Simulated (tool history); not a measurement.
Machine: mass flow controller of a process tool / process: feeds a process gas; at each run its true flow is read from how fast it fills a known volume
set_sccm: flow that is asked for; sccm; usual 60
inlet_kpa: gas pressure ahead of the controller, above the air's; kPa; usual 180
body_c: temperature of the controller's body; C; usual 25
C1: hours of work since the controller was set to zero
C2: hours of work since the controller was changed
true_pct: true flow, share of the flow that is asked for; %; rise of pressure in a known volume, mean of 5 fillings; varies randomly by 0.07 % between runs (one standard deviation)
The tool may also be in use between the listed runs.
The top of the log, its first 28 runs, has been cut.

Run 29, day 86.183: usual settings but set_sccm 10 sccm, inlet_kpa 171 kPa, body_c 22 C; C1 2491; C2 2491. Result: true_pct 91.8 %.
Run 30, day 90.304: usual settings but set_sccm 38 sccm, inlet_kpa 278 kPa, body_c 24 C; C1 2527; C2 2527. Result: true_pct 96.69 %.
Run 31, day 92.696: usual settings but set_sccm 32 sccm, inlet_kpa 250 kPa, body_c 39 C; C1 2549; C2 2549. Result: true_pct 96.79 %.
Run 32, day 95.508: usual settings but set_sccm 32 sccm, inlet_kpa 250 kPa, body_c 23 C; C1 2574; C2 2574. Result: true_pct 96.05 %.
Run 33, day 99.262: usual settings but set_sccm 33 sccm, inlet_kpa 269 kPa, body_c 40 C; C1 2608; C2 2608. Result: true_pct 96.84 %.
Run 34, day 101.433: usual settings but set_sccm 33 sccm, inlet_kpa 269 kPa, body_c 40 C; C1 2627; C2 2627. Result: true_pct 96.83 %.
Run 35, day 105.996: usual settings but set_sccm 33 sccm, inlet_kpa 269 kPa, body_c 40 C; C1 2668; C2 2668. Result: true_pct 96.65 %.
Run 36, day 108.212: usual settings but set_sccm 17 sccm, inlet_kpa 271 kPa; C1 2688; C2 2688. Result: true_pct 93.92 %.
Run 37, day 111.6: usual settings but set_sccm 17 sccm, inlet_kpa 271 kPa; C1 2718; C2 2718. Result: true_pct 93.92 %.
Run 38, day 113.858: usual settings but set_sccm 32 sccm, inlet_kpa 268 kPa; C1 2739; C2 2739. Result: true_pct 96.13 %.
Run 39, day 118.271: usual settings but set_sccm 61 sccm, inlet_kpa 203 kPa; C1 2778; C2 2778. Result: true_pct 97.46 %.
Run 40, day 122.738: usual settings but set_sccm 11 sccm, inlet_kpa 232 kPa, body_c 24 C; C1 2818; C2 2818. Result: true_pct 91.63 %.
Run 41, day 124.833: usual settings but set_sccm 71 sccm, inlet_kpa 189 kPa, body_c 27 C; C1 2837; C2 2837. Result: true_pct 97.93 %.
Run 42, day 127.592: usual settings but set_sccm 13 sccm, inlet_kpa 231 kPa, body_c 35 C; C1 2862; C2 2862. Result: true_pct 92.88 %.
Run 43, day 130.204: usual settings but set_sccm 13 sccm, inlet_kpa 231 kPa, body_c 35 C; C1 2885; C2 2885. Result: true_pct 92.77 %.
Run 44, day 135.058: usual settings but set_sccm 85 sccm, body_c 34 C; C1 2929; C2 2929. Result: true_pct 98.49 %.
Run 45, day 137.675: usual settings but set_sccm 20 sccm, body_c 26 C; C1 2952; C2 2952. Result: true_pct 94.57 %.
Run 46, day 142.538: usual settings but set_sccm 62 sccm, inlet_kpa 187 kPa, body_c 30 C; C1 2996; C2 2996. Result: true_pct 97.77 %.

Branching from run 46: 4 alternative next runs. What would each branch give?
Run A, day 147.05: usual settings but set_sccm 88 sccm, inlet_kpa 229 kPa, body_c 33 C; C1 3036; C2 3036. Result: true_pct ?.
Run B, day 147.05: usual settings but set_sccm 62 sccm, inlet_kpa 187 kPa, body_c 21 C; C1 3036; C2 3036. Result: true_pct ?.
Run C, day 147.05: usual settings but set_sccm 46 sccm, body_c 21 C; C1 3036; C2 3036. Result: true_pct ?.
Run D, day 147.05: usual settings but body_c 36 C; C1 3036; C2 3036. Result: true_pct ?.

run  true_pct
  A     98.53
  B     97.33
  C     96.66
  D     97.81
Had the tool no hidden state, the same runs would have come out as:
run  true_pct
  A    100.14
  B     99.28
  C     99.02
  D      99.8
